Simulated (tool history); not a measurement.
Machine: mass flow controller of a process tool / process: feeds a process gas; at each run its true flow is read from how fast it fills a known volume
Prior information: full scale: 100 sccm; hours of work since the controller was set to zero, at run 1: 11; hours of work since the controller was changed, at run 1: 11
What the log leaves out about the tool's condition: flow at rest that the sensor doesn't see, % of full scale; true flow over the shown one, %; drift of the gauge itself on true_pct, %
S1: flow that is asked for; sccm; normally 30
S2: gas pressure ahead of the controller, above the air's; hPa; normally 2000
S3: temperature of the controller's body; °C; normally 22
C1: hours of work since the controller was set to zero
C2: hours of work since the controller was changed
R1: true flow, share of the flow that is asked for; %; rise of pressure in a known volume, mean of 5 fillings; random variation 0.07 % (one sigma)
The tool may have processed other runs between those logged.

run	hour	S1	S2	S3	C1	C2	R1
1	0.0	30	2000	22	11	11	98.15
2	86.4	30	2000	22	56	56	98.04
3	194.6	30	2000	22	112	112	98.06
4	277.0	30	1780	22	156	156	98.25
5	381.3	30	1780	22	210	210	98.44
# hour 386.4: controller's zero set anew
6	472.3	30	2000	23	45	258	98.50
7	519.4	13	1560	20	70	282	98.22
8	586.3	13	1560	20	105	317	98.28
9	670.9	13	1560	20	149	361	98.31
10	743.2	30	2360	22	187	399	98.24
# hour 792.7: controller's zero set anew, once more
11	795.5	30	2360	22	1	426	98.09

Each row is a separate what-if for the run after 11, all from the same tool condition, not one after another. Results?
A	849.7	30	2080	40	30	455	?
B	849.7	30	2360	22	30	455	?
C	849.7	96	1680	25	30	455	?
D	849.7	30	2360	23	30	455	?
E	849.7	30	1590	33	30	455	?

run	R1
A	100.09
B	98.04
C	100.48
D	98.27
E	99.51
Stripped of hidden state, with their random variation kept, the same runs would have yielded:
run	R1
A	99.66
B	97.60
C	100.09
D	97.83
E	99.08

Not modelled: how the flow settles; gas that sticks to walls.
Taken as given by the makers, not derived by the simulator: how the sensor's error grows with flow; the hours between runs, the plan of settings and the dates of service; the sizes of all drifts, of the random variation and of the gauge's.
